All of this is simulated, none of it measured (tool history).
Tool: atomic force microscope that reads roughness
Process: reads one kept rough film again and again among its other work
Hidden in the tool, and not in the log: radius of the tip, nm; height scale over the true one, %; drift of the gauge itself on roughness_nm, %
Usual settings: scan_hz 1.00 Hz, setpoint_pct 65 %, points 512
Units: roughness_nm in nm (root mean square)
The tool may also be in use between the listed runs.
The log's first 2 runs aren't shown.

run,hour,scan_hz,setpoint_pct,points,pictures with this tip,hours of work since the height scale was calibrated,roughness_nm
3,35.4,1.00,65,443,136,56,2.808
# hour 39.7: new tip fitted
4,56.6,1.00,65,443,33,73,2.934
5,69.2,1.00,65,443,57,83,2.910
6,81.8,1.00,65,337,82,93,2.900
7,103.9,1.00,75,512,124,111,2.764
# hour 114.3: new tip fitted
8,127.5,1.00,75,512,25,129,2.901
9,146.9,1.00,85,512,63,145,2.763
10,164.7,1.00,65,737,97,159,2.825
# hour 167.5: height scale calibrated on a step standard
11,185.4,1.00,65,737,135,14,2.798
# hour 190.3: new tip fitted
12,205.7,1.00,65,737,30,30,2.939
# hour 211.5: height scale calibrated on a step standard, once more
13,224.8,1.00,65,421,65,11,2.885
14,239.0,1.23,65,512,92,22,2.882
15,255.9,1.00,65,512,125,35,2.811
# hour 265.8: new tip fitted
16,274.5,2.33,65,512,16,50,2.850
17,288.8,2.33,60,842,44,61,2.884
18,300.9,1.81,71,443,67,71,2.799
19,312.6,2.11,85,625,90,80,2.539
20,335.4,2.30,65,745,134,98,2.739
# hour 340.3: new tip fitted
21,349.9,2.07,67,585,19,110,2.886
22,373.3,2.07,78,374,64,128,2.657
23,396.6,2.07,78,374,109,147,2.596
# hour 415.5: new tip fitted
24,417.7,1.94,59,374,4,163,2.957

Run 25 comes next. What will it give?
25,435.2,0.70,56,512,38,177,?

{"run 25": {"roughness_nm": 2.991}}
Without the tool's hidden state the same run would have given roughness_nm 3.054 nm (root mean square).

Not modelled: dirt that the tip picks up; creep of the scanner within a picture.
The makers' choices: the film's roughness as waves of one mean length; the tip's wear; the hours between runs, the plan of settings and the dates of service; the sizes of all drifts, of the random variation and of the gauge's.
